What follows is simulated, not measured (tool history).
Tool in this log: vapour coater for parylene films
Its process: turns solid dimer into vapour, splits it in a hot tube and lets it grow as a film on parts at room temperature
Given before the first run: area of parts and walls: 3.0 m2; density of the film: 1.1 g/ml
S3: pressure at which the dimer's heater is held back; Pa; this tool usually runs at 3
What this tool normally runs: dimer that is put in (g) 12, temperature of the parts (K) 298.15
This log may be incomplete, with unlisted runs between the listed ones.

Run 1, day 0: usual settings. Result: thickness of the film (µm) 2.36.
Run 2, day 1.354: usual settings. Result: thickness of the film (µm) 2.35.
Run 3, day 2.138: usual settings but dimer that is put in (g) 6. Result: thickness of the film (µm) 1.17.
Run 4, day 3.575: usual settings but dimer that is put in (g) 6. Result: thickness of the film (µm) 1.18.
Run 5, day 4.592: usual settings but dimer that is put in (g) 6. Result: thickness of the film (µm) 1.17.
Run 6, day 5.604: usual settings but dimer that is put in (g) 6. Result: thickness of the film (µm) 1.18.
Run 7, day 7.183: usual settings but S3 2.52 Pa. Result: thickness of the film (µm) 2.37.
Run 8, day 8.475: usual settings but S3 2.52 Pa. Result: thickness of the film (µm) 2.38.
Run 9, day 9.517: usual settings. Result: thickness of the film (µm) 2.3.
Run 10, day 10.988: usual settings. Result: thickness of the film (µm) 2.28.
Run 11, day 12.421: usual settings. Result: thickness of the film (µm) 2.3.
Run 12, day 13.979: usual settings but temperature of the parts (K) 299.15. Result: thickness of the film (µm) 2.24.
Run 13, day 15.075: usual settings but temperature of the parts (K) 299.15, S3 2.94 Pa. Result: thickness of the film (µm) 2.25.
Run 14, day 16.425: usual settings but temperature of the parts (K) 299.15, S3 2.94 Pa. Result: thickness of the film (µm) 2.25.
Run 15, day 17.796: usual settings but temperature of the parts (K) 299.15, S3 2.94 Pa. Result: thickness of the film (µm) 2.24.
At day 18.1: trap's valve overhauled.
Run 16, day 18.712: usual settings. Result: thickness of the film (µm) 2.09.
Run 17, day 19.533: usual settings. Result: thickness of the film (µm) 2.1.
Run 18, day 20.917: usual settings. Result: thickness of the film (µm) 2.09.
Run 19, day 21.908: usual settings. Result: thickness of the film (µm) 2.06.
Run 20, day 22.604: usual settings but temperature of the parts (K) 306.15. Result: thickness of the film (µm) 1.8.
Run 21, day 23.571: usual settings but temperature of the parts (K) 306.15. Result: thickness of the film (µm) 1.79.
Run 22, day 24.879: usual settings. Result: thickness of the film (µm) 2.06.
Run 23, day 25.738: usual settings but dimer that is put in (g) 5. Result: thickness of the film (µm) 0.85.
Run 24, day 26.625: usual settings but dimer that is put in (g) 5, S3 2.51 Pa. Result: thickness of the film (µm) 0.87.
At day 27.596: trap's valve overhauled, once more.
Run 25, day 28.229: usual settings but S3 2.2 Pa. Result: thickness of the film (µm) 2.63.
Run 26, day 29.388: usual settings but temperature of the parts (K) 295.15, S3 6.82 Pa. Result: thickness of the film (µm) 2.24.
Run 27, day 30.167: usual settings but dimer that is put in (g) 17, temperature of the parts (K) 290.15, S3 8.53 Pa. Result: thickness of the film (µm) 3.32.
Run 28, day 31.104: usual settings but dimer that is put in (g) 6, temperature of the parts (K) 290.15, S3 8.53 Pa. Result: thickness of the film (µm) 1.15.
Run 29, day 31.758: usual settings but dimer that is put in (g) 13, temperature of the parts (K) 297.15, S3 7.76 Pa. Result: thickness of the film (µm) 2.28.
Run 30, day 32.792: usual settings but dimer that is put in (g) 8. Result: thickness of the film (µm) 1.61.
Run 31, day 34.254: usual settings but temperature of the parts (K) 294.15. Result: thickness of the film (µm) 2.62.
Run 32, day 35.638: usual settings but temperature of the parts (K) 294.15. Result: thickness of the film (µm) 2.61.
Run 33, day 36.7: usual settings but dimer that is put in (g) 16, temperature of the parts (K) 294.15, S3 2.8 Pa. Result: thickness of the film (µm) 3.55.
Run 34, day 37.746: usual settings but dimer that is put in (g) 16, temperature of the parts (K) 303.15. Result: thickness of the film (µm) 2.94.
Run 35, day 39.083: usual settings but dimer that is put in (g) 6, temperature of the parts (K) 296.15, S3 7.54 Pa. Result: thickness of the film (µm) 1.05.
Run 36, day 40.612: usual settings but dimer that is put in (g) 16, temperature of the parts (K) 294.15, S3 3.67 Pa. Result: thickness of the film (µm) 3.34.
Run 37, day 42.012: usual settings but dimer that is put in (g) 19, temperature of the parts (K) 292.15, S3 6.04 Pa. Result: thickness of the film (µm) 3.74.
Run 38, day 42.821: usual settings but dimer that is put in (g) 19, temperature of the parts (K) 303.15, S3 6.04 Pa. Result: thickness of the film (µm) 3.04.
Run 39, day 44.162: usual settings but dimer that is put in (g) 19, temperature of the parts (K) 303.15, S3 6.04 Pa. Result: thickness of the film (µm) 3.05.
Run 40, day 45.608: usual settings but temperature of the parts (K) 299.15. Result: thickness of the film (µm) 2.31.
Run 41, day 46.483: usual settings but temperature of the parts (K) 299.15. Result: thickness of the film (µm) 2.31.
Run 42, day 47.154: usual settings but temperature of the parts (K) 299.15. Result: thickness of the film (µm) 2.32.
Run 43, day 48.112: usual settings but temperature of the parts (K) 299.15, S3 2.1 Pa. Result: thickness of the film (µm) 2.5.
Run 44, day 49.196: usual settings but dimer that is put in (g) 19, temperature of the parts (K) 305.15, S3 3.6 Pa. Result: thickness of the film (µm) 3.17.
Run 45, day 50.654: usual settings but dimer that is put in (g) 19, temperature of the parts (K) 293.15, S3 4.51 Pa. Result: thickness of the film (µm) 3.75.
Run 46, day 51.692: usual settings but temperature of the parts (K) 306.15, S3 2.15 Pa. Result: thickness of the film (µm) 2.13.

Below are 3 alternative next runs, each starting from the tool's condition after run 46. Predict each:
Run A, day 52.779: usual settings but temperature of the parts (K) 292.15, S3 2.91 Pa. Result: thickness of the film (µm) ?.
Run B, day 52.779: usual settings but dimer that is put in (g) 9, temperature of the parts (K) 301.15, S3 8.26 Pa. Result: thickness of the film (µm) ?.
Run C, day 52.779: usual settings but dimer that is put in (g) 10, temperature of the parts (K) 306.15, S3 2.15 Pa. Result: thickness of the film (µm) ?.

run  thickness of the film (µm)
  A                        2.62
  B                        1.35
  C                        1.79
Take away the tool's hidden state, keep each run's random variation, and the runs would have read:
run  thickness of the film (µm)
  A                        2.79
  B                        1.43
  C                        1.91
